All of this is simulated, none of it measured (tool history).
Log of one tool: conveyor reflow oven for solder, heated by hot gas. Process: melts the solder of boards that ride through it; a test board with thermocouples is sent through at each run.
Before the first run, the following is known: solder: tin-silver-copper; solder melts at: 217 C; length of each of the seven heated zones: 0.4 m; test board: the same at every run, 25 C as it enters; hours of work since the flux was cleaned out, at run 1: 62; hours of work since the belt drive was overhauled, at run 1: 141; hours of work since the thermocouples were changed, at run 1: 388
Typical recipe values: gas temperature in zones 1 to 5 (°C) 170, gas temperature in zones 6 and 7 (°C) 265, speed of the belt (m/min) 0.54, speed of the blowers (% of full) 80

run     day  gas temperature in zones 1 to 5 (°C)  gas temperature in zones 6 and 7 (°C)  speed of the belt (m/min)  speed of the blowers (% of full)  hours of work since the flux was cleaned out  hours of work since the belt drive was overhauled  hours of work since the thermocouples were changed  highest temperature of the board (°C)  time above the solder's melting point (s)
  1       0                                   170                                    265                       0.54                                80                                            62                                                141                                                 388                                  252.1                                         66
  2   0.425                                   170                                    265                       0.54                                80                                            68                                                147                                                 394                                  251.1                                       67.2
  3   1.004                                   170                                    265                      0.476                                80                                            77                                                156                                                 403                                  256.1                                       78.4
  4    1.35                                   170                                    265                      0.476                                80                                            83                                                162                                                 409                                    255                                       78.5
  5   1.704                                   156                                    265                      0.476                                80                                            88                                                167                                                 414                                  253.7                                       72.5
  6   2.246                                   170                                    265                       0.54                                80                                            97                                                176                                                 423                                    253                                       66.1
  7   2.946                                   170                                    265                       0.54                                80                                           107                                                186                                                 433                                  252.4                                       66.8
  8   3.404                                   170                                    265                       0.54                                80                                           114                                                193                                                 440                                  252.6                                       66.3
  9   3.971                                   170                                    265                       0.54                                80                                           123                                                202                                                 449                                    252                                         66
 10   4.312                                   170                                    265                       0.54                                80                                           128                                                207                                                 454                                  251.8                                       66.4
 11   4.762                                   170                                    264                       0.54                                80                                           135                                                214                                                 461                                  251.7                                       64.9
 12   5.396                                   170                                    264                       0.54                                80                                           145                                                224                                                 471                                  250.6                                       65.9
 13       6                                   170                                    265                       0.54                                78                                           154                                                234                                                 480                                  252.1                                       65.6
 14   6.421                                   170                                    265                       0.54                                80                                           161                                                240                                                 487                                    252                                       66.2
 15   6.846                                   170                                    257                      0.467                                80                                           168                                                247                                                 493                                  247.3                                       75.3
 16   7.454                                   178                                    257                      0.525                                80                                           177                                                256                                                 503                                  247.7                                       67.6
 17   8.083                                   178                                    257                      0.525                                80                                           187                                                266                                                 513                                    247                                       67.5
 18   8.738                                   177                                    272                      0.525                                80                                           197                                                276                                                 523                                  260.3                                       76.5
 19   9.412                                   177                                    280                      0.525                                80                                           207                                                286                                                 533                                  268.2                                       80.5
 20     9.9                                   170                                    265                      0.511                                53                                           215                                                294                                                 541                                  247.5                                       62.9
 21  10.554                                   157                                    265                      0.635                                53                                           225                                                304                                                 551                                  235.5                                       32.3
 22  11.262                                   157                                    265                      0.635                                53                                           236                                                315                                                 562                                  234.8                                       32.9
 23  11.579                                   183                                    262                       0.54                                80                                           241                                                320                                                 567                                  252.8                                       70.7
 24  12.275                                   183                                    262                       0.54                                80                                           251                                                330                                                 577                                  250.9                                       70.8
 25  12.812                                   155                                    265                       0.54                                80                                           260                                                339                                                 586                                  250.7                                       59.1
 26  13.142                                   155                                    265                       0.54                                80                                           265                                                344                                                 591                                  249.6                                       58.2
 27  13.758                                   173                                    269                      0.485                                69                                           274                                                353                                                 600                                  257.3                                       79.5
 28  14.358                                   162                                    265                      0.581                                80                                           284                                                363                                                 610                                  248.5                                       54.9

Consider 3 possible next runs. They are alternatives, not a sequence: every one starts from the tool as it was left by run 28. What does each give?
  A  15.062                                   162                                    277                      0.581                                69                                           294                                                373                                                 620                                      ?                                          ?
  B  15.062                                   170                                    265                      0.464                                80                                           294                                                373                                                 620                                      ?                                          ?
  C  15.062                                   170                                    262                       0.54                                85                                           294                                                373                                                 620                                      ?                                          ?

run  highest temperature of the board (°C)  time above the solder's melting point (s)
  A                                  256.5                                       60.3
  B                                  256.5                                       81.6
  C                                  250.5                                       65.2
With no hidden state in the tool, these same runs would have given:
run  highest temperature of the board (°C)  time above the solder's melting point (s)
  A                                  256.7                                       60.4
  B                                  256.7                                       81.7
  C                                  250.6                                       65.3
